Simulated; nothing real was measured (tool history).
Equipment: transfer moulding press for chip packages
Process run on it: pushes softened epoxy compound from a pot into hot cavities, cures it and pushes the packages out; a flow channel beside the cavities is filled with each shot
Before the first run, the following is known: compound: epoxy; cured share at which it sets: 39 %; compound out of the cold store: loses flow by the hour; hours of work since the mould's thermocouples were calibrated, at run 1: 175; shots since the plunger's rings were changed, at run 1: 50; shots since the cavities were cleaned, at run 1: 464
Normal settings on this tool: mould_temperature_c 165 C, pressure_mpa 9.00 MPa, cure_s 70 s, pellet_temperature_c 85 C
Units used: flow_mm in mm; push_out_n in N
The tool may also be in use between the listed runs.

run,hour,mould_temperature_c,pressure_mpa,cure_s,pellet_temperature_c,hours of work since the mould's thermocouples were calibrated,shots since the plunger's rings were changed,shots since the cavities were cleaned,incoming compound's hours out of the cold store,flow_mm,push_out_n
1,0.0,165,9.00,70,85,175,50,464,42.7,813,717
2,11.7,165,9.00,74,85,182,204,618,46.9,811,633
3,25.4,165,9.00,74,85,191,386,800,28.8,885,708
# hour 29.8: cavities cleaned with cleaning compound and waxed
4,35.9,165,9.00,74,85,196,506,81,40.6,830,506
5,49.3,165,9.00,74,85,205,683,258,16.2,954,652
6,56.6,165,9.00,74,85,209,779,354,10.8,992,669
7,72.4,165,9.00,74,85,219,989,564,39.5,826,670
8,86.3,165,6.90,74,85,227,1173,748,44.6,694,687
# hour 94.8: cavities cleaned with cleaning compound and waxed
9,105.2,165,9.00,90,85,238,1404,138,26.4,897,470
10,117.4,167,9.00,70,85,245,1565,299,35.5,840,603
11,130.1,167,9.00,70,85,253,1733,467,43.3,800,655
12,137.9,167,9.00,70,85,258,1836,570,13.6,953,732
13,155.2,165,9.00,58,85,269,2065,799,38.1,837,1156
# hour 158.3: mould's thermocouples calibrated
# hour 161.4: cavities cleaned with cleaning compound and waxed
14,173.0,165,9.77,58,85,8,2255,154,34.6,872,934
15,181.3,165,9.77,58,85,13,2365,264,34.7,864,986
16,198.3,161,9.28,58,93,24,2589,488,44.5,804,1287
17,208.8,166,9.00,70,85,30,2728,627,16.4,925,711
18,223.4,166,9.00,70,76,39,2922,821,38.9,800,725
# hour 226.3: cavities cleaned with cleaning compound and waxed
19,237.0,165,9.00,95,88,46,3082,142,27.1,866,443
20,252.9,163,9.00,70,85,56,3293,353,32.5,835,699
# hour 257.2: mould's thermocouples calibrated, once more
21,270.6,165,9.00,59,94,8,3501,561,39.2,796,1048
22,279.9,165,9.00,59,94,14,3623,683,37.6,800,1103
# hour 292.6: cavities cleaned with cleaning compound and waxed
23,293.1,165,9.00,59,94,21,3779,7,41.9,793,751
# hour 300.3: plunger's sealing rings changed
24,309.0,170,9.00,97,94,29,115,184,16.7,949,428
25,323.6,159,8.94,72,82,38,308,377,13.4,993,1079
26,336.5,167,9.42,72,82,46,479,548,39.5,856,641
27,350.6,169,7.58,53,76,55,666,735,28.3,815,1348
# hour 359.6: cavities cleaned with cleaning compound and waxed
28,362.0,169,7.58,54,94,61,798,33,15.4,877,823

Here are 3 independent what-if runs from the current tool condition. What would each one return?
A,371.8,165,8.65,65,85,67,926,161,42.4,?,?
B,371.8,168,9.00,70,85,67,926,161,21.8,?,?
C,371.8,169,10.16,87,87,67,926,161,40.5,?,?

run,flow_mm,push_out_n
A,797,731
B,920,560
C,854,440
With no hidden state in the tool, these same runs would have given:
run,flow_mm,push_out_n
A,809,628
B,934,479
C,867,374
